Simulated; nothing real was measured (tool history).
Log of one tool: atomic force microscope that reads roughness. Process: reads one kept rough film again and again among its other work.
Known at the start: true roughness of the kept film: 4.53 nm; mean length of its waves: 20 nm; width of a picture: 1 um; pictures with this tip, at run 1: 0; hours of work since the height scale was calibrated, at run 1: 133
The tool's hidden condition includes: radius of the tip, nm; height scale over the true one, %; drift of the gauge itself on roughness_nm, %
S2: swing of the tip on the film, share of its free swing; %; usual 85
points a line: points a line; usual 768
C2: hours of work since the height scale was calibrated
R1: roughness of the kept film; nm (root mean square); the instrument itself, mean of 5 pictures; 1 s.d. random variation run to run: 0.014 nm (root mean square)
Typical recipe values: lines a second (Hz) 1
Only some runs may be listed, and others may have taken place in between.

run 1 day=0 | lines_a_second_(Hz)=1 S2=85 points_a_line=768 | pictures_with_this_tip=0 C2=133 | R1=3.302
run 2 day=0.9 | lines_a_second_(Hz)=1 S2=85 points_a_line=768 | pictures_with_this_tip=24 C2=149 | R1=3.183
run 3 day=2.3 | lines_a_second_(Hz)=1 S2=73 points_a_line=768 | pictures_with_this_tip=62 C2=173 | R1=3.129
run 4 day=3.167 | lines_a_second_(Hz)=1 S2=85 points_a_line=768 | pictures_with_this_tip=85 C2=187 | R1=2.898
run 5 day=4.321 | lines_a_second_(Hz)=1 S2=85 points_a_line=768 | pictures_with_this_tip=116 C2=207 | R1=2.76
-- day=4.8 new tip fitted
run 6 day=5.371 | lines_a_second_(Hz)=1 S2=85 points_a_line=768 | pictures_with_this_tip=15 C2=225 | R1=3.262
run 7 day=6.225 | lines_a_second_(Hz)=1 S2=85 points_a_line=768 | pictures_with_this_tip=38 C2=239 | R1=3.191
run 8 day=6.85 | lines_a_second_(Hz)=1 S2=85 points_a_line=768 | pictures_with_this_tip=55 C2=250 | R1=3.088
run 9 day=8.012 | lines_a_second_(Hz)=1 S2=85 points_a_line=768 | pictures_with_this_tip=86 C2=270 | R1=2.965
run 10 day=9.45 | lines_a_second_(Hz)=1 S2=85 points_a_line=768 | pictures_with_this_tip=124 C2=294 | R1=2.811
-- day=9.575 new tip fitted
run 11 day=10.488 | lines_a_second_(Hz)=1 S2=85 points_a_line=768 | pictures_with_this_tip=24 C2=312 | R1=3.231
-- day=10.654 height scale calibrated on a step standard
run 12 day=11.35 | lines_a_second_(Hz)=1 S2=85 points_a_line=768 | pictures_with_this_tip=46 C2=12 | R1=3.109
run 13 day=12.658 | lines_a_second_(Hz)=1 S2=85 points_a_line=768 | pictures_with_this_tip=81 C2=34 | R1=2.956
-- day=13.575 height scale calibrated on a step standard, once more
run 14 day=13.721 | lines_a_second_(Hz)=1 S2=85 points_a_line=768 | pictures_with_this_tip=109 C2=2 | R1=2.839
run 15 day=14.325 | lines_a_second_(Hz)=1 S2=85 points_a_line=576 | pictures_with_this_tip=125 C2=13 | R1=2.773
-- day=14.462 new tip fitted
run 16 day=15.688 | lines_a_second_(Hz)=1 S2=85 points_a_line=576 | pictures_with_this_tip=33 C2=36 | R1=3.128
run 17 day=16.933 | lines_a_second_(Hz)=1 S2=85 points_a_line=576 | pictures_with_this_tip=66 C2=57 | R1=2.976
run 18 day=18.325 | lines_a_second_(Hz)=1 S2=72 points_a_line=768 | pictures_with_this_tip=103 C2=81 | R1=2.951
-- day=19.304 new tip fitted
run 19 day=19.304 | lines_a_second_(Hz)=1 S2=85 points_a_line=413 | pictures_with_this_tip=0 C2=97 | R1=3.297
run 20 day=20.55 | lines_a_second_(Hz)=1 S2=85 points_a_line=413 | pictures_with_this_tip=33 C2=118 | R1=3.144
run 21 day=21.833 | lines_a_second_(Hz)=1 S2=85 points_a_line=413 | pictures_with_this_tip=67 C2=140 | R1=2.99
run 22 day=22.75 | lines_a_second_(Hz)=1 S2=85 points_a_line=413 | pictures_with_this_tip=92 C2=156 | R1=2.901
run 23 day=23.517 | lines_a_second_(Hz)=2.02 S2=64 points_a_line=413 | pictures_with_this_tip=112 C2=169 | R1=2.874
-- day=24.142 new tip fitted
run 24 day=24.704 | lines_a_second_(Hz)=2.02 S2=64 points_a_line=413 | pictures_with_this_tip=15 C2=189 | R1=3.335
run 25 day=25.696 | lines_a_second_(Hz)=0.99 S2=74 points_a_line=264 | pictures_with_this_tip=42 C2=206 | R1=3.156
run 26 day=26.996 | lines_a_second_(Hz)=1.17 S2=74 points_a_line=264 | pictures_with_this_tip=77 C2=228 | R1=2.976
run 27 day=28.354 | lines_a_second_(Hz)=1.17 S2=74 points_a_line=264 | pictures_with_this_tip=113 C2=251 | R1=2.814
-- day=28.888 new tip fitted
run 28 day=29.858 | lines_a_second_(Hz)=1.17 S2=74 points_a_line=264 | pictures_with_this_tip=26 C2=277 | R1=3.201
run 29 day=30.817 | lines_a_second_(Hz)=2.34 S2=74 points_a_line=664 | pictures_with_this_tip=51 C2=293 | R1=2.987
run 30 day=32.05 | lines_a_second_(Hz)=2.78 S2=85 points_a_line=768 | pictures_with_this_tip=84 C2=314 | R1=2.53
run 31 day=32.817 | lines_a_second_(Hz)=1 S2=85 points_a_line=554 | pictures_with_this_tip=105 C2=327 | R1=2.85
-- day=33.704 new tip fitted
run 32 day=33.946 | lines_a_second_(Hz)=1 S2=85 points_a_line=554 | pictures_with_this_tip=6 C2=346 | R1=3.287
run 33 day=34.567 | lines_a_second_(Hz)=1.63 S2=82 points_a_line=700 | pictures_with_this_tip=23 C2=357 | R1=3.081
run 34 day=35.488 | lines_a_second_(Hz)=1.5 S2=73 points_a_line=371 | pictures_with_this_tip=48 C2=372 | R1=3.108
run 35 day=36.467 | lines_a_second_(Hz)=1.5 S2=73 points_a_line=371 | pictures_with_this_tip=74 C2=389 | R1=2.992
run 36 day=37.738 | lines_a_second_(Hz)=0.79 S2=86 points_a_line=371 | pictures_with_this_tip=108 C2=411 | R1=2.859

Branching from run 36: 3 alternative next runs. What would each branch give?
-- day=38.471 new tip fitted
run A day=38.858 | lines_a_second_(Hz)=1.65 S2=86 points_a_line=440 | pictures_with_this_tip=10 C2=430 | R1=?
-- day=38.471 new tip fitted
run B day=38.858 | lines_a_second_(Hz)=0.93 S2=72 points_a_line=316 | pictures_with_this_tip=10 C2=430 | R1=?
-- day=38.471 new tip fitted
run C day=38.858 | lines_a_second_(Hz)=0.91 S2=89 points_a_line=768 | pictures_with_this_tip=10 C2=430 | R1=?

run=A R1=3.024
run=B R1=3.353
run=C R1=3.236
The same runs, with their run-to-run variation unchanged, on a tool lacking any hidden condition would have given:
run=A R1=3.089
run=B R1=3.426
run=C R1=3.306
